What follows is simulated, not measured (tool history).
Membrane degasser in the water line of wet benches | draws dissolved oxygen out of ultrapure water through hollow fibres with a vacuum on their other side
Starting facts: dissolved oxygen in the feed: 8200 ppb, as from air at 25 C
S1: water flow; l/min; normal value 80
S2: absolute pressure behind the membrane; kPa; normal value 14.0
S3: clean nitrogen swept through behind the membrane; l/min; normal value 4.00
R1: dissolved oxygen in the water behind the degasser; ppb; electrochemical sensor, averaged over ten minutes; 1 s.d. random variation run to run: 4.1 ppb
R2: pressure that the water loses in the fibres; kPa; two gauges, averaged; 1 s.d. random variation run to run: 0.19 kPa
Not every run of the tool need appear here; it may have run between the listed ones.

run	hour	S1	S2	S3	R1	R2
1	0.0	80	14.0	4.00	520.3	40.08
2	92.1	80	14.0	4.00	523.8	40.19
3	198.4	81	14.0	4.00	538.2	40.56
4	276.8	81	14.0	4.00	531.9	40.61
5	367.4	81	14.0	4.00	534.7	40.45
# hour 450.2: vacuum gauge calibrated
6	467.6	81	14.0	4.00	532.6	40.23
7	626.7	81	14.0	4.00	526.4	40.46
8	747.9	96	14.0	4.00	622.4	47.78
9	894.7	96	14.0	4.00	626.1	47.69
10	987.8	96	14.0	4.00	620.5	47.91
11	1112.4	96	14.0	2.12	970.7	47.62
12	1189.5	96	14.0	2.12	965.0	47.46
13	1295.9	75	14.0	2.12	779.8	37.52
14	1441.7	80	14.0	4.00	525.3	39.50
15	1526.9	80	14.0	4.00	527.8	39.74
16	1666.3	80	14.0	4.51	487.8	39.37
17	1739.1	80	14.0	4.51	479.6	39.70
18	1867.1	80	19.1	4.00	728.0	39.50
19	2026.0	80	19.1	4.00	719.3	39.49
20	2099.2	118	33.1	2.22	2370.8	58.39
21	2242.3	84	15.6	4.00	622.4	41.53
22	2353.1	51	15.6	3.13	473.2	25.20
23	2489.4	51	15.6	3.13	471.2	25.06
24	2576.3	68	29.1	6.01	690.0	33.36
25	2724.0	90	22.3	6.01	688.2	44.10
26	2866.3	95	14.0	4.00	610.8	46.61
27	2999.1	110	16.5	2.60	1099.7	53.46
28	3161.4	110	16.5	2.60	1106.1	53.90
29	3234.2	110	16.5	2.60	1104.9	53.81
# hour 3322.4: gauge calibrated
30	3387.7	110	16.5	2.60	1108.2	55.17
31	3461.1	110	16.5	2.60	1099.2	55.19
32	3595.5	110	16.5	5.93	632.9	55.06
33	3723.6	60	29.9	4.58	785.2	29.85

3 options for the next run, each taken on its own from the tool as it stands now. Forecast them:
A	3818.1	78	14.0	4.00	?	?
B	3818.1	80	22.4	2.31	?	?
C	3818.1	80	18.4	4.00	?	?

run	R1	R2
A	513.3	39.15
B	1240.7	40.27
C	697.9	39.79
With the hidden condition removed and each run's random variation left untouched, the same runs would have given:
run	R1	R2
A	512.8	39.29
B	1240.2	40.41
C	697.4	39.93
